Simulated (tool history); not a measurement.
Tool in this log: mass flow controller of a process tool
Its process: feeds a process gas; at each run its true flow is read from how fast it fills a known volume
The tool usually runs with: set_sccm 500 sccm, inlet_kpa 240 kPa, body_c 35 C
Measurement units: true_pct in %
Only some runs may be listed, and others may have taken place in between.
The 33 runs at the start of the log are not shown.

run     hour  set_sccm  inlet_kpa  body_c  hours of work since the controller was set to zero  hours of work since the controller was changed  true_pct
 34   9931.0       651        180      35                                                5114                                            5114     98.46
 35  10238.7       360        180      20                                                5314                                            5314     99.95
 36  10584.3       351        268      40                                                5539                                            5539     97.56
 37  10934.9       142        241      35                                                5768                                            5768     99.97
     11199.1  -- controller exchanged for a calibrated one
 38  11199.1       142        241      35                                                   0                                               0     97.71
 39  11405.2       142        241      35                                                 134                                             134     97.82
 40  11837.2       314        152      35                                                 416                                             416     98.50
 41  12062.7       500        240      26                                                 563                                             563     98.96
 42  12304.5       282        183      29                                                 720                                             720     98.88
 43  12640.7       114        183      23                                                 939                                             939     99.77
 44  12840.4       500        240      29                                                1070                                            1070     98.71
 45  13154.7       500        240      29                                                1274                                            1274     98.64
 46  13377.7       500        240      29                                                1420                                            1420     98.58
 47  13703.6       500        207      34                                                1632                                            1632     98.32

Below are 3 alternative next runs, each starting from the tool's condition after run 47. Predict each:
  A  14094.5       274        165      39                                                1887                                            1887         ?
  B  14094.5       500        240      27                                                1887                                            1887         ?
  C  14094.5       115        207      27                                                1887                                            1887         ?

run  true_pct
  A     98.25
  B     98.79
  C     99.66
Take away the tool's hidden state, keep each run's random variation, and the runs would have read:
run  true_pct
  A     98.19
  B     98.99
  C     98.79

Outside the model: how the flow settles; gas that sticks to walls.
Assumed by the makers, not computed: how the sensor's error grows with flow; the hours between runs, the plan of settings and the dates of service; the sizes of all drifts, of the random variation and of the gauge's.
